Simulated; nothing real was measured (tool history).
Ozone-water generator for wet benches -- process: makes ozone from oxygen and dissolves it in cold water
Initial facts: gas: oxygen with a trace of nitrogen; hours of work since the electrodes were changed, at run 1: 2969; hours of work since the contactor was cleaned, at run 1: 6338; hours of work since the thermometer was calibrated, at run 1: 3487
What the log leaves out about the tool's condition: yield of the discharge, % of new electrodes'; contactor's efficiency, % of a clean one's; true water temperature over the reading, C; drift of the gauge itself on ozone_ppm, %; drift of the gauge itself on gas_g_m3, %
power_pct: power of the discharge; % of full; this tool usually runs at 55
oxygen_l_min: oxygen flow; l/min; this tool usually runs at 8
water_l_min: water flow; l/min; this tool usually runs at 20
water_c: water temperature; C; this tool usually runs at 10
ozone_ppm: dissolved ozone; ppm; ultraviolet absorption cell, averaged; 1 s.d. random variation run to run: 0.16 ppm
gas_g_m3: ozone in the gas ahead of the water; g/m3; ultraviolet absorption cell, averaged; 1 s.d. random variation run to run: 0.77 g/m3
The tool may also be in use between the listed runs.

| run | day | power_pct | oxygen_l_min | water_l_min | water_c | hours of work since the electrodes were changed | hours of work since the contactor was cleaned | hours of work since the thermometer was calibrated | ozone_ppm | gas_g_m3 |
|---|---|---|---|---|---|---|---|---|---|---|
| 1 | 0 | 55 | 8 | 20 | 10 | 2969 | 6338 | 3487 | 20.3 | 117 |
| 2 | 3.871 | 55 | 8 | 17 | 10 | 3059 | 6428 | 3577 | 23 | 116.1 |
| 3 | 7.671 | 55 | 8 | 17 | 10 | 3147 | 6516 | 3665 | 22.9 | 117.6 |
|  | 9.471 | water thermometer calibrated |
| 4 | 13.821 | 55 | 8 | 17 | 10 | 3289 | 6658 | 101 | 23.1 | 117.6 |
| 5 | 19.275 | 55 | 8 | 20 | 10 | 3415 | 6784 | 227 | 20.4 | 118.3 |
| 6 | 23.392 | 55 | 8 | 20 | 7 | 3510 | 6880 | 322 | 21.2 | 118.2 |
| 7 | 28.958 | 55 | 8 | 20 | 7 | 3639 | 7008 | 451 | 21.3 | 117.1 |
| 8 | 35.154 | 55 | 8 | 18 | 10 | 3782 | 7152 | 595 | 22.4 | 117.4 |
| 9 | 40.85 | 55 | 8 | 20 | 7 | 3914 | 7284 | 726 | 21.6 | 117.5 |
| 10 | 47.467 | 55 | 8 | 20 | 7 | 4067 | 7437 | 880 | 21.5 | 117.7 |
| 11 | 53.604 | 55 | 8 | 20 | 7 | 4210 | 7579 | 1022 | 21.3 | 117.7 |
| 12 | 58.254 | 55 | 8 | 20 | 10 | 4317 | 7687 | 1129 | 20.2 | 117.1 |
| 13 | 66.2 | 55 | 8 | 20 | 10 | 4501 | 7871 | 1313 | 20.3 | 118 |
| 14 | 73.696 | 55 | 8 | 20 | 10 | 4675 | 8044 | 1487 | 20.4 | 117.3 |
| 15 | 78.825 | 55 | 8 | 20 | 10 | 4793 | 8163 | 1606 | 20.4 | 119 |
| 16 | 84.421 | 98 | 8 | 20 | 10 | 4923 | 8292 | 1735 | 34.7 | 200.3 |
| 17 | 90.462 | 98 | 8 | 20 | 10 | 5063 | 8432 | 1875 | 34.4 | 200.9 |
| 18 | 95.229 | 98 | 8 | 20 | 10 | 5173 | 8543 | 1985 | 34.8 | 198.1 |
| 19 | 101.908 | 55 | 8 | 29 | 14 | 5328 | 8697 | 2140 | 13.9 | 118.1 |
| 20 | 108.429 | 54 | 8 | 14 | 9 | 5479 | 8848 | 2291 | 26.1 | 115.2 |
| 21 | 113.462 | 54 | 8 | 21 | 9 | 5595 | 8965 | 2407 | 19.8 | 114.7 |
| 22 | 118.992 | 97 | 4.47 | 28 | 10 | 5723 | 9093 | 2535 | 24.4 | 274 |
| 23 | 125.579 | 46 | 7.21 | 21 | 15 | 5876 | 9245 | 2688 | 15.6 | 107.3 |
| 24 | 132.504 | 46 | 7.21 | 21 | 15 | 6036 | 9406 | 2848 | 15.6 | 105.3 |
| 25 | 136.292 | 55 | 8 | 16 | 6 | 6124 | 9493 | 2936 | 25.5 | 117.3 |
| 26 | 141.329 | 55 | 8 | 17 | 6 | 6241 | 9610 | 3053 | 24.6 | 117.7 |
| 27 | 145.533 | 55 | 8 | 17 | 6 | 6338 | 9707 | 3150 | 24.7 | 117.4 |
| 28 | 153.304 | 55 | 8 | 17 | 6 | 6518 | 9887 | 3330 | 24.4 | 117.4 |
| 29 | 158 | 55 | 6.86 | 17 | 9 | 6626 | 9996 | 3439 | 23.5 | 126.9 |
| 30 | 162.388 | 55 | 6.86 | 18 | 9 | 6728 | 10097 | 3540 | 22.7 | 127.8 |
| 31 | 168.396 | 55 | 6.86 | 18 | 9 | 6867 | 10237 | 3679 | 22.6 | 128.5 |
|  | 169.612 | water thermometer calibrated |
| 32 | 171.779 | 72 | 8 | 20 | 5 | 6945 | 10314 | 50 | 28.1 | 150.6 |
| 33 | 176.775 | 52 | 6.73 | 20 | 10 | 7061 | 10430 | 166 | 19.3 | 122.3 |
| 34 | 180.571 | 52 | 6.73 | 20 | 10 | 7148 | 10518 | 254 | 19.4 | 122.5 |

What differs in the tool's unlogged condition from the final listed run ahead of each entry between runs to the first listed run following it?
Run 3 -> run 4: water thermometer calibrated (day 9.471)
  no hidden state differs between the two runs
Run 31 -> run 32: water thermometer calibrated (day 169.612)
  no hidden state differs between the two runs
